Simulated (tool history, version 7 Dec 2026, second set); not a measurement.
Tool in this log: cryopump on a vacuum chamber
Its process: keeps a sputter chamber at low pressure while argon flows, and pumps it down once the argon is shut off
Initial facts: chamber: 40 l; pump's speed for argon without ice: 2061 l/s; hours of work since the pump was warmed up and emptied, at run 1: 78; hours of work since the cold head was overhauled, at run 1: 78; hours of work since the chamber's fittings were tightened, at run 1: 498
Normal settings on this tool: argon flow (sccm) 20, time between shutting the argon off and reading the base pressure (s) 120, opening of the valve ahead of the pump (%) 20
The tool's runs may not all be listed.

run	hour	argon flow (sccm)	time between shutting the argon off and reading the base pressure (s)	opening of the valve ahead of the pump (%)	hours of work since the pump was warmed up and emptied	hours of work since the cold head was overhauled	hours of work since the chamber's fittings were tightened	pressure while argon flows (Pa)	pressure after the wait (uPa)
1	0	20	120	20	78	78	498	0.0833	1.1
2	14.4	20	120	20	87	87	507	0.0833	1.11
3	25.2	20	120	20	94	94	514	0.0836	1.1
4	35.8	20	120	20	101	101	521	0.0839	1.09
5	49.8	20	120	20	110	110	530	0.0829	1.1
6	58.3	20	120	20	116	116	535	0.0829	1.1
7	70.3	20	120	20	123	123	543	0.0833	1.12
8	84.7	20	120	20	132	132	552	0.0833	1.12
9	99.4	20	120	30	142	142	561	0.0563	1.13
10	111	20	120	30	149	149	569	0.0561	1.18
11	123.4	20	69	20	157	157	577	0.0842	1.56
12	133.7	20	69	20	164	164	583	0.0839	1.54
13	146.4	20	69	20	172	172	592	0.0834	1.56
14	158.3	20	120	20	180	180	599	0.0833	1.11
15	167.1	20	120	20	185	185	605	0.0843	1.15
16	180.3	20	120	20	194	194	613	0.0846	1.15
17	194.8	20	120	20	203	203	623	0.0842	1.14
18	202.9	20	120	20	208	208	628	0.0844	1.14
19	211	20	120	20	214	214	633	0.0845	1.14
20	218.6	26	144	54	218	218	638	0.0425	1.11

Run 21 has not been measured yet. What should we expect?
21	230.4	10	21	54	226	226	646	?	?

{"run 21": {"pressure while argon flows (Pa)": 0.0167, "pressure after the wait (uPa)": 3.91}}
Without the tool's hidden state the same run would have given pressure while argon flows (Pa) 0.0155, pressure after the wait (uPa) 3.45.
